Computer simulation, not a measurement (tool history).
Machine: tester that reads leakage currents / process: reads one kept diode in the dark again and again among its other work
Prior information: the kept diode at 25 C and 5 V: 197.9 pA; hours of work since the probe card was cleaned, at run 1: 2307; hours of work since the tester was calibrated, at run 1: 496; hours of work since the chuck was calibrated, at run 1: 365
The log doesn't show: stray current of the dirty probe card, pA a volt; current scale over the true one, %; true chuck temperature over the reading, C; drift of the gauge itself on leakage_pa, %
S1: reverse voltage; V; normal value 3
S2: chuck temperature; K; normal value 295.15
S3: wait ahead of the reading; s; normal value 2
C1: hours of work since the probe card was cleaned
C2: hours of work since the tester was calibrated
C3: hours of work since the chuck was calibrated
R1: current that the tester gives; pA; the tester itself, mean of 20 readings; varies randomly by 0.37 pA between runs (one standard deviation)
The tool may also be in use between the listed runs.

run	hour	S1	S2	S3	C1	C2	C3	R1
1	0	3	295.15	2	2307	496	365	129.52
2	57.7	3	295.15	2	2342	531	400	130.67
3	102.4	13.84	295.15	2	2369	559	427	264.57
4	132.3	3	295.15	2	2388	577	445	130.32
5	165.8	3	295.15	2	2408	597	466	130.4
6	218	3	295.15	2	2440	629	498	130.63
7	273.3	3	295.15	2	2473	663	531	131
8	304.6	3	295.15	2	2493	682	550	131.11
9	353.3	3	295.15	2	2522	711	580	131.31
10	383.8	3	295.15	2	2541	730	599	130.79
# hour 389.1: chuck's temperature calibrated
11	443.5	3	295.15	2	2576	765	33	133.77
12	467.7	3	295.15	2	2591	780	48	133.92
13	503.6	3	295.15	2	2612	802	70	133.85
14	558.8	3	295.15	2	2646	835	103	133.64
15	592	7.68	303.15	8.92	2666	855	124	400.32
16	625.9	8.18	308.15	8.92	2687	876	144	613.22
17	666.6	7.96	293.15	8.92	2712	901	169	180.31
# hour 689: probe card cleaned and baked
18	714	7.96	293.15	8.92	15	928	196	168.8
# hour 732.2: chuck's temperature calibrated, once more
19	760.6	4.09	318.15	2	42	955	17	899.94
20	802.3	3.74	301.15	2	68	980	43	225.31
21	842.5	3.74	299.15	1.12	92	1005	67	192.09
22	867.3	3.74	299.15	1.12	107	1020	82	192.52
23	903.7	3.74	299.15	1.12	129	1042	104	192.59
24	933.9	18.82	320.15	1.12	148	1061	123	2059.57
25	975.2	2.09	299.15	0.36	173	1086	148	149.32
26	1009.9	11.59	296.15	0.9	194	1107	169	248.11

Predict the results of run 27:
27	1052.7	3.39	327.15	1.3	220	1133	195	?

R1: 1621.59 pA
Take away the tool's hidden state, keep the run-to-run variation as it was, and the same run would have given R1 1595.54 pA.
